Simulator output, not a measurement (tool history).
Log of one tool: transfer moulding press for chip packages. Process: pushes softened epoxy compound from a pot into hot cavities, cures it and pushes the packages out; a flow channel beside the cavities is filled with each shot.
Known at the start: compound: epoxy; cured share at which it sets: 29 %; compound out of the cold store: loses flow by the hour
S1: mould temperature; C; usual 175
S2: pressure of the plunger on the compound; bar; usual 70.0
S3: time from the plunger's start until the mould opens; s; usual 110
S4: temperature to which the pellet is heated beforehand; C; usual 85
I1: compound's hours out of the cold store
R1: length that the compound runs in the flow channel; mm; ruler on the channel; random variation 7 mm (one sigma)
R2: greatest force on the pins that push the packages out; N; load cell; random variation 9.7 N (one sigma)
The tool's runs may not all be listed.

run	hour	S1	S2	S3	S4	I1	R1	R2
1	0.0	175	70.0	110	85	16.0	701	549
# hour 27.6: cavities cleaned with cleaning compound and waxed
2	27.6	175	70.0	110	85	28.2	636	420
# hour 72.2: cavities cleaned with cleaning compound and waxed
3	73.5	171	70.0	110	85	19.0	683	553
# hour 114.9: cavities cleaned with cleaning compound and waxed
4	132.9	175	70.0	110	80	26.0	624	575
# hour 157.1: cavities cleaned with cleaning compound and waxed
5	173.3	175	70.0	110	85	37.8	573	517
# hour 199.1: cavities cleaned with cleaning compound and waxed
6	206.2	175	70.0	110	85	43.0	544	453
# hour 220.8: plunger's sealing rings changed
# hour 242.7: cavities cleaned with cleaning compound and waxed
7	243.1	175	70.0	110	85	31.4	660	428
8	281.1	175	70.0	110	85	8.8	765	663
# hour 287.5: cavities cleaned with cleaning compound and waxed
# hour 328.9: cavities cleaned with cleaning compound and waxed
9	343.5	175	70.0	110	85	31.9	641	564
# hour 371.7: cavities cleaned with cleaning compound and waxed
10	399.2	175	57.9	110	85	45.5	532	587
# hour 415.5: cavities cleaned with cleaning compound and waxed
11	444.2	175	57.9	110	85	11.9	650	638
# hour 458.2: cavities cleaned with cleaning compound and waxed
12	487.9	175	70.0	110	85	20.2	674	637
# hour 501.6: cavities cleaned with cleaning compound and waxed
13	527.9	175	82.8	110	85	28.8	675	602
# hour 546.0: cavities cleaned with cleaning compound and waxed
14	562.9	177	70.0	128	82	16.2	676	451
# hour 590.9: cavities cleaned with cleaning compound and waxed
15	602.7	182	57.5	116	84	18.1	573	453
16	628.7	182	57.5	116	84	26.6	547	502
# hour 635.1: cavities cleaned with cleaning compound and waxed
17	659.4	182	57.5	116	84	36.7	504	471
# hour 679.7: cavities cleaned with cleaning compound and waxed
18	708.5	182	57.5	120	84	20.1	558	495
# hour 724.0: plunger's sealing rings changed
# hour 725.5: cavities cleaned with cleaning compound and waxed
19	751.6	182	57.5	120	84	26.9	603	482
# hour 770.5: cavities cleaned with cleaning compound and waxed
20	781.3	172	84.7	96	85	8.1	862	980
21	809.1	168	84.7	125	95	42.8	692	767
# hour 813.4: cavities cleaned with cleaning compound and waxed
# hour 855.3: cavities cleaned with cleaning compound and waxed
22	858.7	168	84.7	125	95	29.4	751	573
# hour 897.9: cavities cleaned with cleaning compound and waxed
23	915.8	174	70.0	133	85	11.6	739	492
# hour 943.1: cavities cleaned with cleaning compound and waxed
24	973.1	174	70.0	133	85	31.8	628	525
# hour 985.2: cavities cleaned with cleaning compound and waxed
25	1023.5	175	65.0	93	95	16.4	677	970

The same runs without the tool's hidden state, with the same run-to-run variation:
The hidden state here: true mould temperature over the reading, C; pressure that reaches the compound, % of what is set; grip of the stained cavities, % over clean ones'; drift of the gauge itself on flow_mm, %; drift of the gauge itself on push_out_n, %.
run	R1	R2
1	751	444
2	687	414
3	747	536
4	694	455
5	643	397
6	616	401
7	667	419
8	779	443
9	662	439
10	558	407
11	689	437
12	722	439
13	730	423
14	737	343
15	632	365
16	607	330
17	564	337
18	634	339
19	606	350
20	871	746
21	703	475
22	772	490
23	771	366
24	665	358
25	726	581

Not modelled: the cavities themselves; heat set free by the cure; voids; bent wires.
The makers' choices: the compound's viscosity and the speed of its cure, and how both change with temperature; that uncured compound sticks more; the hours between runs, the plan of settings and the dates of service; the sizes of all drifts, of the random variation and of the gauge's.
